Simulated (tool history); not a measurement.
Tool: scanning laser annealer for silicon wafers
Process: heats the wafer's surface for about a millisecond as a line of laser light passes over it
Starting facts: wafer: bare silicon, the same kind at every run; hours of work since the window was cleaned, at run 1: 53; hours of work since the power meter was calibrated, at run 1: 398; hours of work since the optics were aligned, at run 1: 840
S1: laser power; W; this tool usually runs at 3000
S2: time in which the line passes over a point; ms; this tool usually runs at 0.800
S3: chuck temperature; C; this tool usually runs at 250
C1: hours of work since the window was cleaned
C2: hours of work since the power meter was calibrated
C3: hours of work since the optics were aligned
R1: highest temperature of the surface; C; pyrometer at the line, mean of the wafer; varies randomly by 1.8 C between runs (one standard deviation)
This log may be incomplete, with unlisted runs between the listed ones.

run 1 hour=0.0 | S1=3000 S2=0.800 S3=250 | C1=53 C2=398 C3=840 | R1=957
run 2 hour=58.1 | S1=3000 S2=0.800 S3=250 | C1=80 C2=425 C3=867 | R1=952
run 3 hour=109.3 | S1=3000 S2=0.597 S3=250 | C1=104 C2=449 C3=891 | R1=847
run 4 hour=174.0 | S1=3000 S2=0.800 S3=250 | C1=135 C2=480 C3=922 | R1=950
run 5 hour=240.0 | S1=3000 S2=0.800 S3=250 | C1=166 C2=511 C3=953 | R1=946
run 6 hour=273.8 | S1=3000 S2=0.800 S3=250 | C1=181 C2=527 C3=968 | R1=948
run 7 hour=326.8 | S1=3000 S2=0.800 S3=250 | C1=206 C2=552 C3=993 | R1=944
run 8 hour=376.5 | S1=3000 S2=0.800 S3=250 | C1=230 C2=575 C3=1017 | R1=944
run 9 hour=436.1 | S1=2915 S2=0.800 S3=250 | C1=258 C2=603 C3=1045 | R1=918
run 10 hour=497.4 | S1=2915 S2=0.800 S3=250 | C1=287 C2=632 C3=1074 | R1=918
run 11 hour=530.7 | S1=2915 S2=0.800 S3=250 | C1=302 C2=647 C3=1089 | R1=918
run 12 hour=606.3 | S1=2915 S2=0.948 S3=250 | C1=338 C2=683 C3=1125 | R1=983
run 13 hour=665.7 | S1=2915 S2=0.948 S3=250 | C1=366 C2=711 C3=1153 | R1=982
run 14 hour=696.9 | S1=2915 S2=0.948 S3=250 | C1=380 C2=725 C3=1167 | R1=980
run 15 hour=731.2 | S1=2915 S2=0.948 S3=250 | C1=396 C2=742 C3=1183 | R1=978
run 16 hour=763.1 | S1=2915 S2=0.948 S3=250 | C1=411 C2=757 C3=1198 | R1=982
run 17 hour=822.1 | S1=3000 S2=0.800 S3=250 | C1=439 C2=784 C3=1226 | R1=933
run 18 hour=899.4 | S1=2765 S2=0.800 S3=250 | C1=476 C2=821 C3=1262 | R1=876
-- hour=925.8 optics aligned, line set to its width
run 19 hour=941.7 | S1=2765 S2=0.800 S3=250 | C1=493 C2=838 C3=7 | R1=874
run 20 hour=1017.8 | S1=3000 S2=0.800 S3=286 | C1=529 C2=874 C3=43 | R1=971
run 21 hour=1064.7 | S1=3090 S2=0.800 S3=286 | C1=551 C2=896 C3=65 | R1=989
run 22 hour=1138.9 | S1=3090 S2=0.800 S3=286 | C1=586 C2=931 C3=100 | R1=987
run 23 hour=1200.9 | S1=3000 S2=0.648 S3=250 | C1=615 C2=960 C3=129 | R1=852
run 24 hour=1243.9 | S1=3000 S2=0.648 S3=250 | C1=635 C2=980 C3=149 | R1=851
run 25 hour=1289.8 | S1=3097 S2=0.834 S3=284 | C1=657 C2=1002 C3=171 | R1=998
run 26 hour=1328.4 | S1=2971 S2=0.800 S3=255 | C1=675 C2=1020 C3=189 | R1=923
run 27 hour=1371.2 | S1=2971 S2=0.800 S3=255 | C1=695 C2=1040 C3=209 | R1=921

Expected results for the next run?
run 28 hour=1404.9 | S1=3000 S2=0.972 S3=222 | C1=711 C2=1056 C3=225 | R1=?

R1: 971 C
With the hidden condition absent and the run-to-run variation left alone, this run would have shown R1 1015 C.
